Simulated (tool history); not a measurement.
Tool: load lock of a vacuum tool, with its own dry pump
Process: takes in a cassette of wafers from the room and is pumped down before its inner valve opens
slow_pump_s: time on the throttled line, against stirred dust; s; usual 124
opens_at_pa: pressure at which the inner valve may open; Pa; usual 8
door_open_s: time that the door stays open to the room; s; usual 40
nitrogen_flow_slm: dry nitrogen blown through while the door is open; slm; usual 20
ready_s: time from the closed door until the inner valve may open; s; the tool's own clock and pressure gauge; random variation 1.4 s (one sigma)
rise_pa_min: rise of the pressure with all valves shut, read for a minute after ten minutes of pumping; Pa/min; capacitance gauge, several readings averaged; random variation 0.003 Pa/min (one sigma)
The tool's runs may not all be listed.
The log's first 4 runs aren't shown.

run    hour  slow_pump_s  opens_at_pa  door_open_s  nitrogen_flow_slm  hours that the pump has run since its overhaul  times that the door has closed on its seal  incoming humidity of the room's air, %  ready_s  rise_pa_min
  5  1815.4          124            8           40                 20                                            4968                                       31868                                    44.2    242.3        0.377
  6  2277.1          124            8           40                 20                                            5429                                       33263                                    43.0    242.9        0.396
  7  2630.8          124            8           40                 20                                            5783                                       34332                                    44.6    242.1        0.424
  8  3020.1          124            8           40                 20                                            6172                                       35508                                    45.0    243.3        0.432
  9  3635.8          124            8           40                 20                                            6788                                       37369                                    47.7    244.1        0.471
 10  3939.7          124            8           40                 20                                            7092                                       38287                                    48.5    248.9        0.482
 11  4513.0          124            8           40                 20                                            7665                                       40020                                    44.4    249.2        0.523
 12  5012.8          124            8           40                 37                                            8165                                       41530                                    44.7    248.9        0.533
 13  5321.6          124            8           40                 37                                            8474                                       42463                                    46.9    252.8        0.557
 14  5917.4          124            8           40                 37                                            9070                                       44264                                    43.2    249.2        0.608
 15  6188.4          124            8           73                 20                                            9341                                       45082                                    44.9    251.5        0.626
 16  6498.6          124            8           40                 20                                            9651                                       46020                                    50.1    252.4        0.643
 17  7144.2          124            8           40                 20                                           10297                                       47971                                    46.8    257.1        0.676
     7531.7  -- door's seal changed, seat wiped
 18  7674.9          124            8           40                 20                                           10826                                         433                                    45.8    257.9        0.020
 19  8055.6          124            8           40                 20                                           11206                                        1584                                    42.2    258.7        0.025
 20  8627.5          124            8           40                 20                                           11778                                        3312                                    44.6    257.9        0.036
 21  9035.0          124            8           40                  5                                           12186                                        4543                                    44.3    262.2        0.057
     9251.6  -- dry pump taken out, an overhauled one fitted
 22  9682.8          239            6           47                 17                                             431                                        6483                                    46.1    318.9        0.058

Forecast run 23:
 23  10325.2          124            8           40                  6                                            1074                                        8424                                    46.9        ?            ?

Run 23 gave ready_s 232.4 s, rise_pa_min 0.081 Pa/min.
Without the tool's hidden state the same run would have given ready_s 231.2 s, rise_pa_min 0.033 Pa/min.

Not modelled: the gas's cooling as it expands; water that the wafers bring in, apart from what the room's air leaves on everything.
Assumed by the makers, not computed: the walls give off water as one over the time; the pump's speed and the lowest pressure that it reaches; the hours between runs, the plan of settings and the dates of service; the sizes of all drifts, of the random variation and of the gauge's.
